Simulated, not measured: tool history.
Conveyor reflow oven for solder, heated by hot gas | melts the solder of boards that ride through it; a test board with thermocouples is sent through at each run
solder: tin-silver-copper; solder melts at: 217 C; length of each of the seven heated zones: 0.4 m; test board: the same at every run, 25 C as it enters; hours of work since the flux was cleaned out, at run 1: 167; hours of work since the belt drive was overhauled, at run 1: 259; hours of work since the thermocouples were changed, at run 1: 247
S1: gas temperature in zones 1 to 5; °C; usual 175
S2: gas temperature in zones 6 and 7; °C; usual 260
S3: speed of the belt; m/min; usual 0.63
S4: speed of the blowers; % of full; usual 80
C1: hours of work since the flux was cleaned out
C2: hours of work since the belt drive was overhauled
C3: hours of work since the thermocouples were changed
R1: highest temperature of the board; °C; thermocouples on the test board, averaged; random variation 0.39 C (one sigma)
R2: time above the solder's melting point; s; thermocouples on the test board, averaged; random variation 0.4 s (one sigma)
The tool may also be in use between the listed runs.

run	hour	S1	S2	S3	S4	C1	C2	C3	R1	R2
1	0	175	260	0.63	80	167	259	247	245	53.1
2	51	183	260	0.63	80	208	300	288	246	56.5
3	136.5	183	260	0.63	80	276	368	356	245.6	56
4	203.2	175	260	0.622	80	329	421	410	243.7	52.5
# hour 218: flux residue cleaned out of gas plates and filters
5	274.5	175	260	0.63	80	45	474	462	243.9	50.4
6	319.2	175	260	0.63	80	81	510	498	242.7	50
7	360.3	175	260	0.63	88	113	543	531	243.5	51.3
8	444.7	175	255	0.63	80	181	610	598	237.7	45.4
9	503	175	260	0.63	80	227	656	645	242.1	48.7
# hour 563.5: flux residue cleaned out of gas plates and filters, once more
10	568.7	175	260	0.55	80	4	705	693	247.7	65.5
11	656.3	175	260	0.55	80	74	775	763	248.6	65.3
12	710.1	175	260	0.55	80	117	818	806	247.4	65.4
13	749.9	175	260	0.55	80	149	849	838	247.5	65.6
# hour 785: thermocouples of zones 6 and 7 changed
14	788.8	175	260	0.55	80	178	879	3	248.8	66.6
15	828.7	175	260	0.63	80	210	911	35	246.2	54.3
16	894.6	175	258	0.702	66	262	963	87	236.9	38.6
17	978.1	162	260	0.672	61	329	1030	154	234.9	33.5
# hour 990.9: flux residue cleaned out of gas plates and filters
18	1030.8	165	260	0.63	67	32	1068	192	241.5	45.8
19	1107.1	162	260	0.63	80	93	1129	253	244.6	48.8
20	1180	175	250	0.501	80	151	1187	311	242.5	68.5
21	1240.7	171	260	0.565	71	199	1235	359	246.2	60.2
22	1287	160	256	0.63	80	236	1272	396	239.8	43.7
23	1340.2	160	256	0.63	80	279	1315	439	239	42.9
24	1391.1	164	256	0.63	80	319	1355	479	239.6	45.4
# hour 1416.2: flux residue cleaned out of gas plates and filters
25	1459.3	164	256	0.63	80	34	1406	530	240.3	47.5
26	1521.2	164	256	0.63	80	84	1455	579	240.4	47.2
27	1577.1	164	256	0.63	80	128	1500	624	240.2	46.7
28	1639.2	180	254	0.735	86	178	1549	673	237.8	42.1
29	1723.3	180	267	0.622	86	245	1616	740	253.9	63.9

Forecast each of these 4 alternatives for the next run:
A	1783.6	183	249	0.63	64	293	1664	788	?	?
B	1783.6	180	267	0.683	54	293	1664	788	?	?
C	1783.6	175	275	0.63	80	293	1664	788	?	?
D	1783.6	180	259	0.535	72	293	1664	788	?	?

run	R1	R2
A	233	42.9
B	241	45.7
C	257.7	63.5
D	246.8	69.9
Without the tool's hidden state the same runs would have given:
run	R1	R2
A	234.9	43.3
B	242.5	44.8
C	260	61.8
D	249	68.4
